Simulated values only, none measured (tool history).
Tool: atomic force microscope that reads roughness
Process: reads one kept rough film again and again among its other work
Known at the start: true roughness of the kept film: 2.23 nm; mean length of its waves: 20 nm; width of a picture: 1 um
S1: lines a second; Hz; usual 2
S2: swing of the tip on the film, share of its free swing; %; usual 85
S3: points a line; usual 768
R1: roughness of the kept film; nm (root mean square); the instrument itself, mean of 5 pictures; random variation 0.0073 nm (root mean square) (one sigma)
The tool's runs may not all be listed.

run,day,S1,S2,S3,R1
1,0,2,85,768,1.016
2,0.504,2,85,768,0.958
3,0.9,2,85,768,1.481
4,1.108,2,85,768,1.434
5,1.554,2,85,728,1.327
6,1.908,2,85,728,1.252
7,2.396,2,85,455,1.156
8,2.642,2,85,768,1.14
9,2.988,2,85,768,1.095
10,3.3,2,85,265,1.009
11,3.558,2,85,347,0.998
12,3.767,2,85,347,0.961
13,4.008,2,85,592,0.944
14,4.275,0.95,85,768,1.597
15,4.667,2,84,768,1.374
16,4.983,2,84,768,1.313
17,5.267,2,80,768,1.3
18,5.479,2,71,768,1.313
19,5.921,2,71,768,1.232
20,6.275,2,85,768,1.072
21,6.479,2,85,768,1.057
22,6.692,2.08,85,768,1.019
23,6.921,2.08,85,768,0.991
24,7.333,2.08,85,768,0.95
25,7.783,2.08,85,768,1.44
26,8.042,1.4,85,768,1.46
27,8.371,0.67,90,306,1.424
28,8.829,2,87,333,1.191
29,9.242,2,87,333,1.14
30,9.496,0.8,86,611,1.249
31,9.996,0.6,81,768,1.233
32,10.346,1.42,72,690,1.134
33,10.738,2,61,975,1.1
34,11.017,0.58,69,768,1.727
35,11.296,0.52,58,454,1.662
36,11.746,1.22,81,454,1.429
37,11.996,3.93,73,321,1.237
38,12.346,3.93,73,321,1.174
39,12.612,3.93,61,900,1.257
40,13.071,1.12,56,757,1.283
41,13.429,2,88,768,1.04
42,13.829,2,77,768,1.054
43,14.071,2,77,768,1.037
44,14.312,1.04,85,768,1.634
45,14.575,3.58,85,768,1.288
46,14.838,2,68,602,1.532
47,15.133,2.97,87,434,1.188
48,15.475,0.97,69,329,1.401
49,15.862,0.7,86,329,1.292

Taken out of this log: 5 entries between the listed runs. Where each belongs, and how the hidden state differs across it:
Between runs 2 and 3: new tip fitted (day 0.729)
  radius of the tip, nm: 43.4 -> 11.8
  measured less the result without the state, R1: -0.576 -> -0.05 nm (root mean square)
Between runs 13 and 14: new tip fitted (day 4.117)
  radius of the tip, nm: 43.4 -> 12.3
  measured less the result without the state, R1: -0.573 -> -0.068 nm (root mean square)
Between runs 24 and 25: new tip fitted (day 7.525)
  radius of the tip, nm: 43.5 -> 12.9
  measured less the result without the state, R1: -0.575 -> -0.079 nm (root mean square)
Between runs 33 and 34: new tip fitted (day 10.892)
  radius of the tip, nm: 41.3 -> 11.3
  measured less the result without the state, R1: -0.625 -> -0.043 nm (root mean square)
Between runs 43 and 44: new tip fitted (day 14.296)
  radius of the tip, nm: 40.6 -> 10.5
  measured less the result without the state, R1: -0.577 -> -0.019 nm (root mean square)
